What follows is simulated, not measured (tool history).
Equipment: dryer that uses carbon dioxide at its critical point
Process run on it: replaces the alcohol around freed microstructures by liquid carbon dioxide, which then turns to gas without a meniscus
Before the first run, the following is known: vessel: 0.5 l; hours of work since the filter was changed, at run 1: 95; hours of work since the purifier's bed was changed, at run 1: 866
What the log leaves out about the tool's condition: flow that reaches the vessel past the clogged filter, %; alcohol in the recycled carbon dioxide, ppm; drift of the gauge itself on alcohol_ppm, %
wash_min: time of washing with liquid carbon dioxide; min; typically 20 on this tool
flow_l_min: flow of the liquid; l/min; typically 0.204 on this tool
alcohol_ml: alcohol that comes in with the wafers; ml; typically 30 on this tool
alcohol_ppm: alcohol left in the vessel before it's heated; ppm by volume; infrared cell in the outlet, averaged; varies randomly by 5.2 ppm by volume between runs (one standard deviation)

run    hour  wash_min  flow_l_min  alcohol_ml  hours of work since the filter was changed  hours of work since the purifier's bed was changed  alcohol_ppm
  1       0        20       0.204          30                                          95                                                 866          216
  2    34.8        22       0.204          30                                         106                                                 878          165
  3    88.7        20       0.204          30                                         124                                                 895          223
  4   116.9        20       0.204          30                                         133                                                 905          226
  5   176.8        20       0.146          30                                         153                                                 924          747
  6   241.7        20       0.146          30                                         174                                                 946          749
  7   274.8        20       0.204          35                                         185                                                 957          259
  8     320        13       0.204          30                                         200                                                 971         1148
  9   384.7        13       0.204          30                                         221                                                 993         1174
 10   419.2        13       0.204          30                                         233                                                1004         1166
 11   474.4        20       0.172          30                                         251                                                1022          462
 12   503.8        20       0.204          30                                         261                                                1032          251
 13   557.3        20       0.225          30                                         278                                                1050          216
 14   591.7        20       0.225          30                                         289                                                1061          224
 15   645.1        20       0.204          41                                         307                                                1079          326
 16   692.4        20       0.204          41                                         323                                                1094          349
 17   723.2        20       0.204          41                                         333                                                1104          324
 18   750.9        20       0.198          30                                         342                                                1113          329
      772.1  -- inlet filter changed
 19   794.9        20       0.198          30                                           8                                                1128          257
 20   861.4        20       0.198          30                                          29                                                1149          252
 21   908.7        20       0.198          30                                          45                                                1165          268
 22   970.7        18       0.316          82                                          65                                                1185          177
 23  1004.2        20       0.162          68                                          76                                                1196          927
 24    1067        20       0.162          68                                          97                                                1217          941
 25  1132.5        15       0.151         114                                         119                                                1239         6334
 26  1170.3        20       0.204          26                                         131                                                1251          252
 27  1233.3        20       0.204          26                                         152                                                1272          268
 28  1289.3        20       0.204          26                                         170                                                1290          263
 29  1323.8        28       0.226          30                                         182                                                1302          186
 30  1390.5        17       0.226          30                                         204                                                1324          345
 31  1433.7        14       0.204          30                                         218                                                1338          949
 32  1493.5        18       0.272          93                                         238                                                1358          289
 33  1535.8        23        0.16          71                                         252                                                1372          708
 34  1570.8        23       0.172          42                                         263                                                1383          383
     1592.4  -- purifier's bed changed
 35  1616.9        15       0.162          42                                         277                                                   8         2083
 36  1668.3        15       0.162          42                                         294                                                  25         2139
 37    1733        15       0.162          42                                         315                                                  46         2151
 38  1781.7        20       0.327          30                                         332                                                  62           15
 39  1818.4        20       0.327          30                                         344                                                  74           17
     1837.3  -- inlet filter changed
 40  1851.2        21       0.151          30                                           5                                                  85          369

Take each entry between the runs: how does the hidden state at the last listed run before it differ from the hidden state at the first listed run after it?
Logged between run 18 and run 19: inlet filter changed (hour 772.1)
  flow that reaches the vessel past the clogged filter, %: 91.9 -> 99.8; alcohol in the recycled carbon dioxide, ppm: 150.5 -> 152.5
  measured less the result without the state, alcohol_ppm: +215 -> +150 ppm by volume
Logged between run 34 and run 35: purifier's bed changed (hour 1592.4)
  flow that reaches the vessel past the clogged filter, %: 94 -> 93.7; alcohol in the recycled carbon dioxide, ppm: 188.4 -> 6.2
  measured less the result without the state, alcohol_ppm: +245 -> +460 ppm by volume
Logged between run 39 and run 40: inlet filter changed (hour 1837.3)
  flow that reaches the vessel past the clogged filter, %: 92.3 -> 99.6; alcohol in the recycled carbon dioxide, ppm: 15.3 -> 16.4
  measured less the result without the state, alcohol_ppm: +12 -> +18 ppm by volume
